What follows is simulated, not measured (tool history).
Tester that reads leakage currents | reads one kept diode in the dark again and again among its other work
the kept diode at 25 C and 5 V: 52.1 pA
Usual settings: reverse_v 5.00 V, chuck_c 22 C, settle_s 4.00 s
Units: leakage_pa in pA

run,hour,reverse_v,chuck_c,settle_s,leakage_pa
1,0.0,5.00,22,4.00,40.81
2,50.3,1.08,22,4.00,23.24
3,84.4,5.00,22,4.00,40.82
4,134.3,5.00,22,4.00,40.82
5,189.3,5.00,22,4.00,40.90
6,222.6,5.00,22,4.00,40.90
7,265.3,4.05,55,2.89,488.49
8,308.8,8.46,22,5.59,49.45
9,358.5,6.08,34,1.70,118.95
10,409.0,6.08,34,1.70,118.38
11,470.0,5.00,22,0.64,42.53

Forecast each of these 5 alternatives for the next run:
A,499.7,1.26,38,1.57,?
B,499.7,2.32,22,0.64,?
C,499.7,6.45,53,4.00,?
D,499.7,5.00,22,7.79,?
E,499.7,5.00,60,4.00,?

run,leakage_pa
A,92.20
B,31.75
C,500.08
D,40.59
E,746.53
Without the tool's hidden state the same runs would have given:
run,leakage_pa
A,92.10
B,31.71
C,499.58
D,40.54
E,745.83

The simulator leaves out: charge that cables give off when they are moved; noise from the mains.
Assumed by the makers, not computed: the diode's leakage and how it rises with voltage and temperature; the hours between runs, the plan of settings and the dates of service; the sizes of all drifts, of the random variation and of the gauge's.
